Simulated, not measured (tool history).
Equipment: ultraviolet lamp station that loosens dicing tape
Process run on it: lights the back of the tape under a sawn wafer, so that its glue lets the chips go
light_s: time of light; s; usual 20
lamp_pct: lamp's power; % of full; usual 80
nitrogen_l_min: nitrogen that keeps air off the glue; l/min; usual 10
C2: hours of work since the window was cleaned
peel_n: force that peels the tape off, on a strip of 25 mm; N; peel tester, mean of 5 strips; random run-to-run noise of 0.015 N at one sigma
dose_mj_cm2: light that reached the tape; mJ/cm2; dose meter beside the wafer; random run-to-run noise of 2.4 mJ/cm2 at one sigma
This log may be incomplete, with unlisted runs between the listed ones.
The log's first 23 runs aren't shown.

{"run": 24, "hour": 177.7, "light_s": 20, "lamp_pct": 80, "nitrogen_l_min": 10, "hours of work of the lamp": 109, "C2": 347, "peel_n": 0.948, "dose_mj_cm2": 225}
{"run": 25, "hour": 186.7, "light_s": 22, "lamp_pct": 80, "nitrogen_l_min": 3, "hours of work of the lamp": 114, "C2": 352, "peel_n": 1.874, "dose_mj_cm2": 244}
{"run": 26, "hour": 197.8, "light_s": 23, "lamp_pct": 86, "nitrogen_l_min": 5, "hours of work of the lamp": 120, "C2": 357, "peel_n": 1.069, "dose_mj_cm2": 272}
{"run": 27, "hour": 207.3, "light_s": 23, "lamp_pct": 86, "nitrogen_l_min": 5, "hours of work of the lamp": 125, "C2": 363, "peel_n": 1.102, "dose_mj_cm2": 274}
{"run": 28, "hour": 213.4, "light_s": 14, "lamp_pct": 86, "nitrogen_l_min": 14, "hours of work of the lamp": 128, "C2": 366, "peel_n": 1.225, "dose_mj_cm2": 165}
{"run": 29, "hour": 219.4, "light_s": 11, "lamp_pct": 96, "nitrogen_l_min": 7, "hours of work of the lamp": 132, "C2": 369, "peel_n": 2.185, "dose_mj_cm2": 144}
{"run": 30, "hour": 225.6, "light_s": 25, "lamp_pct": 85, "nitrogen_l_min": 9, "hours of work of the lamp": 135, "C2": 372, "peel_n": 0.548, "dose_mj_cm2": 289}
{"run": 31, "hour": 232.4, "light_s": 27, "lamp_pct": 92, "nitrogen_l_min": 8, "hours of work of the lamp": 139, "C2": 376, "peel_n": 0.447, "dose_mj_cm2": 338}
{"run": 32, "hour": 240.3, "light_s": 27, "lamp_pct": 92, "nitrogen_l_min": 8, "hours of work of the lamp": 143, "C2": 380, "peel_n": 0.453, "dose_mj_cm2": 343}
{"run": 33, "hour": 249.2, "light_s": 34, "lamp_pct": 70, "nitrogen_l_min": 18, "hours of work of the lamp": 148, "C2": 385, "peel_n": 0.208, "dose_mj_cm2": 323}
{"run": 34, "hour": 259.6, "light_s": 20, "lamp_pct": 69, "nitrogen_l_min": 11, "hours of work of the lamp": 153, "C2": 391, "peel_n": 1.18, "dose_mj_cm2": 184}
{"run": 35, "hour": 269.6, "light_s": 18, "lamp_pct": 83, "nitrogen_l_min": 10, "hours of work of the lamp": 159, "C2": 396, "peel_n": 1.104, "dose_mj_cm2": 204}
{"run": 36, "hour": 278.7, "light_s": 32, "lamp_pct": 69, "nitrogen_l_min": 5, "hours of work of the lamp": 163, "C2": 401, "peel_n": 0.967, "dose_mj_cm2": 294}
{"run": 37, "hour": 285.9, "light_s": 20, "lamp_pct": 82, "nitrogen_l_min": 10, "hours of work of the lamp": 167, "C2": 405, "peel_n": 0.94, "dose_mj_cm2": 219}
{"run": 38, "hour": 294.4, "light_s": 39, "lamp_pct": 69, "nitrogen_l_min": 13, "hours of work of the lamp": 172, "C2": 409, "peel_n": 0.205, "dose_mj_cm2": 357}
{"run": 39, "hour": 304.3, "light_s": 39, "lamp_pct": 69, "nitrogen_l_min": 13, "hours of work of the lamp": 177, "C2": 415, "peel_n": 0.228, "dose_mj_cm2": 356}
{"run": 40, "hour": 312.5, "light_s": 39, "lamp_pct": 69, "nitrogen_l_min": 13, "hours of work of the lamp": 182, "C2": 419, "peel_n": 0.234, "dose_mj_cm2": 356}
{"run": 41, "hour": 323.5, "light_s": 20, "lamp_pct": 73, "nitrogen_l_min": 8, "hours of work of the lamp": 188, "C2": 425, "peel_n": 1.403, "dose_mj_cm2": 195}
{"run": 42, "hour": 331.8, "light_s": 20, "lamp_pct": 65, "nitrogen_l_min": 8, "hours of work of the lamp": 192, "C2": 430, "peel_n": 1.678, "dose_mj_cm2": 172}
{"run": 43, "hour": 341.5, "light_s": 20, "lamp_pct": 65, "nitrogen_l_min": 8, "hours of work of the lamp": 197, "C2": 435, "peel_n": 1.597, "dose_mj_cm2": 170}

What if the next run were any one of these 3? Each begins from the tool's condition after run 43:
{"run": "A", "hour": 351.0, "light_s": 23, "lamp_pct": 75, "nitrogen_l_min": 15, "hours of work of the lamp": 202, "C2": 440, "peel_n": "?", "dose_mj_cm2": "?"}
{"run": "B", "hour": 351.0, "light_s": 28, "lamp_pct": 65, "nitrogen_l_min": 8, "hours of work of the lamp": 202, "C2": 440, "peel_n": "?", "dose_mj_cm2": "?"}
{"run": "C", "hour": 351.0, "light_s": 20, "lamp_pct": 89, "nitrogen_l_min": 6, "hours of work of the lamp": 202, "C2": 440, "peel_n": "?", "dose_mj_cm2": "?"}

run=A peel_n=0.643 dose_mj_cm2=231
run=B peel_n=0.981 dose_mj_cm2=240
run=C peel_n=1.254 dose_mj_cm2=234
Take away the tool's hidden state, keep each run's random variation, and the runs would have read:
run=A peel_n=0.396 dose_mj_cm2=280
run=B peel_n=0.648 dose_mj_cm2=292
run=C peel_n=0.871 dose_mj_cm2=285

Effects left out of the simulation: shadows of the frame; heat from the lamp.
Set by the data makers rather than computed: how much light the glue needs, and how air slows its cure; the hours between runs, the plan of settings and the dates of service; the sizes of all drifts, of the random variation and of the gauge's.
